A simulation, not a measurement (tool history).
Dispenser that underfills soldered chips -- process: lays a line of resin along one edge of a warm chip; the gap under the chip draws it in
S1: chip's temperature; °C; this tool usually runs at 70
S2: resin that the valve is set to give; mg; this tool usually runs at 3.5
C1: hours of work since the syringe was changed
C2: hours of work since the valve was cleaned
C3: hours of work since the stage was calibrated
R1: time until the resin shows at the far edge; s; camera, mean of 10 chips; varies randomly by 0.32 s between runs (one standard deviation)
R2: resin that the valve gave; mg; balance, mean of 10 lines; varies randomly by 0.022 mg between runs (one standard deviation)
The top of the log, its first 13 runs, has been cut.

run     day  S1    S2  C1   C2   C3    R1    R2
      5.446  -- new syringe of resin
 14   5.579  77  3.86   2   80  207  11.2  3.74
      5.812  -- new syringe of resin
 15   6.038  77  3.86   4   88  215    13  3.75
      6.204  -- new syringe of resin
 16   6.312  64   3.5   2   93  220  16.1  3.34
      6.588  -- new syringe of resin
 17   6.717  70   3.5   2   99  227  12.7  3.35
      6.975  -- new syringe of resin
 18   7.012  57  4.08   1  104  231  17.7  3.87
 19   7.246  55  4.26   5  108  236    25  4.06
       7.35  -- new syringe of resin
 20   7.575  55  4.26   4  114  241  23.3  4.05
      7.742  -- new syringe of resin
      8.117  -- new syringe of resin
 21   8.154  59  3.05   1  124  251  17.3  2.86
      8.479  -- new syringe of resin
 22   8.579  59  3.05   2  131  258  18.4  2.88
      8.871  -- new syringe of resin
 23   8.942  82  3.15   1  137  264     9  2.96
      9.246  -- new syringe of resin
      9.454  -- dispensing valve cleaned and set on the balance
 24   9.454  66  3.42   3    0  272  15.9  3.41
      9.654  -- new syringe of resin
 25   9.875  66  3.21   4    7  279  16.9  3.17
     10.033  -- new syringe of resin
     10.404  -- new syringe of resin
 26  10.404  67  3.87   0   16  288  12.4   3.8
     10.792  -- new syringe of resin
 27  10.942  79  3.21   3   25  297  10.8  3.19
     11.175  -- new syringe of resin
 28  11.379  79   3.9   4   32  304  10.8  3.87
     11.554  -- new syringe of resin
     11.921  -- new syringe of resin
 29  11.925  57  3.01   0   42  313    18  2.95
     12.296  -- new syringe of resin
 30  12.354  57  3.01   1   49  321  18.6  2.94
     12.696  -- new syringe of resin
 31  12.908  57  3.01   4   58  330    23  2.95
     13.058  -- new syringe of resin
 32   13.15  83  3.34   2   62  334   8.7  3.27
 33  13.388  70  3.94   6   66  338  16.3   3.8
     13.442  -- new syringe of resin
     13.808  -- new syringe of resin
 34  13.871  70  3.94   1   74  346    12  3.83

What if the next run were any one of these 3? Each begins from the tool's condition after run 34:
     14.192  -- new syringe of resin
  A  14.346  74  4.32   3  82  354   ?   ?
     14.192  -- new syringe of resin
  B  14.346  81  3.55   3  82  354   ?   ?
     14.192  -- new syringe of resin
  C  14.346  57  3.94   3  82  354   ?   ?

run    R1    R2
  A  12.5  4.19
  B    10   3.4
  C  19.9  3.76
With the hidden condition removed and each run's random variation left untouched, the same runs would have given:
run    R1    R2
  A  11.3  4.35
  B     9  3.53
  C    18   3.9

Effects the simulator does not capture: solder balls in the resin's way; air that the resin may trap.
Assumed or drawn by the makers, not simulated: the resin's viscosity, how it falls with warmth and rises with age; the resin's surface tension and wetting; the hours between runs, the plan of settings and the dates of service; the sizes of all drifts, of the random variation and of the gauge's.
